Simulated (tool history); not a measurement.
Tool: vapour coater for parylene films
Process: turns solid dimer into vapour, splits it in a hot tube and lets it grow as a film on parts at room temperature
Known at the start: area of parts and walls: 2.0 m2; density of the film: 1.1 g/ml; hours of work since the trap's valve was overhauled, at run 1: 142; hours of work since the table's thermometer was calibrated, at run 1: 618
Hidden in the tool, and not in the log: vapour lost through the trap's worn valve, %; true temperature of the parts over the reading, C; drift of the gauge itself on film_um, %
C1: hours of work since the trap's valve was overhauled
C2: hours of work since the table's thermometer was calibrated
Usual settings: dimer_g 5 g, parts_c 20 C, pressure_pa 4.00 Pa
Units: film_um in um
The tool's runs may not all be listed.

{"run": 1, "hour": 0.0, "dimer_g": 5, "parts_c": 20, "pressure_pa": 4.0, "C1": 142, "C2": 618, "film_um": 1.16}
{"run": 2, "hour": 29.3, "dimer_g": 5, "parts_c": 20, "pressure_pa": 4.0, "C1": 157, "C2": 633, "film_um": 1.15}
{"run": 3, "hour": 44.4, "dimer_g": 5, "parts_c": 20, "pressure_pa": 4.37, "C1": 165, "C2": 641, "film_um": 1.15}
{"run": 4, "hour": 72.9, "dimer_g": 5, "parts_c": 20, "pressure_pa": 9.88, "C1": 179, "C2": 655, "film_um": 1.03}
{"run": 5, "hour": 102.7, "dimer_g": 5, "parts_c": 20, "pressure_pa": 4.0, "C1": 195, "C2": 671, "film_um": 1.15}
{"run": 6, "hour": 117.0, "dimer_g": 5, "parts_c": 20, "pressure_pa": 4.0, "C1": 202, "C2": 678, "film_um": 1.16}
{"run": 7, "hour": 146.7, "dimer_g": 5, "parts_c": 20, "pressure_pa": 4.0, "C1": 217, "C2": 693, "film_um": 1.15}
{"hour": 149.8, "done": "table's thermometer calibrated"}
{"run": 8, "hour": 160.6, "dimer_g": 7, "parts_c": 22, "pressure_pa": 3.56, "C1": 224, "C2": 6, "film_um": 1.47}
{"run": 9, "hour": 173.4, "dimer_g": 2, "parts_c": 20, "pressure_pa": 8.52, "C1": 231, "C2": 12, "film_um": 0.41}
{"run": 10, "hour": 188.3, "dimer_g": 2, "parts_c": 28, "pressure_pa": 5.12, "C1": 238, "C2": 20, "film_um": 0.29}
{"run": 11, "hour": 216.2, "dimer_g": 5, "parts_c": 20, "pressure_pa": 6.82, "C1": 253, "C2": 34, "film_um": 1.08}

4 ways to go on from here, each from the tool as it stands after run 11. What would each give?
{"run": "A", "hour": 230.1, "dimer_g": 5, "parts_c": 20, "pressure_pa": 3.49, "C1": 260, "C2": 41, "film_um": "?"}
{"run": "B", "hour": 230.1, "dimer_g": 5, "parts_c": 17, "pressure_pa": 4.0, "C1": 260, "C2": 41, "film_um": "?"}
{"run": "C", "hour": 230.1, "dimer_g": 5, "parts_c": 19, "pressure_pa": 4.0, "C1": 260, "C2": 41, "film_um": "?"}
{"run": "D", "hour": 230.1, "dimer_g": 5, "parts_c": 20, "pressure_pa": 8.13, "C1": 260, "C2": 41, "film_um": "?"}

run=A film_um=1.16
run=B film_um=1.31
run=C film_um=1.21
run=D film_um=1.06
Without the tool's hidden state the same runs would have given:
run=A film_um=1.19
run=B film_um=1.35
run=C film_um=1.23
run=D film_um=1.08

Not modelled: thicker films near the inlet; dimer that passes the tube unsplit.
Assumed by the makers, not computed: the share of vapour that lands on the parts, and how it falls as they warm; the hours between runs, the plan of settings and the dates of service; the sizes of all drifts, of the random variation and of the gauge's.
